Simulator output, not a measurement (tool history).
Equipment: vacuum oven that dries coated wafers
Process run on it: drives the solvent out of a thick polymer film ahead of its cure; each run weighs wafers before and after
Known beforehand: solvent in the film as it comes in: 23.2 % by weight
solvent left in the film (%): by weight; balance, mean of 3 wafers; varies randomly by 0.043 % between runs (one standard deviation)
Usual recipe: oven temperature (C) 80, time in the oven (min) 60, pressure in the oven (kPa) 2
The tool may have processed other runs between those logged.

run,hour,oven temperature (C),time in the oven (min),pressure in the oven (kPa),solvent left in the film (%)
1,0,80,60,2,3.65
2,14.1,80,63,2,3.29
3,39.3,80,63,2,3.44
4,52.6,80,63,2,3.43
5,69.5,80,63,2,3.39
6,92.8,80,63,1.88,3.28
7,123.4,85,63,1.88,2.04
8,153.9,85,63,1.88,2.08
9,167.7,80,62,2,3.59
10,181.1,78,76,1.67,3.16
11,203.4,81,58,4.72,5.41
12,223,93,60,1.28,0.8
13,253.3,80,52,1.05,3.72

Alternative continuations, all from the tool just after run 13; predict every row:
A,276.1,67,56,2,?
B,276.1,79,52,3.23,?
C,276.1,91,34,4.78,?
D,276.1,86,62,7.88,?
E,276.1,85,72,7.59,?

run,solvent left in the film (%)
A,10.08
B,5.73
C,4.02
D,5.59
E,5.44
What these runs would have given with no unlogged condition in the tool:
run,solvent left in the film (%)
A,8.72
B,4.63
C,3.28
D,4.84
E,4.73
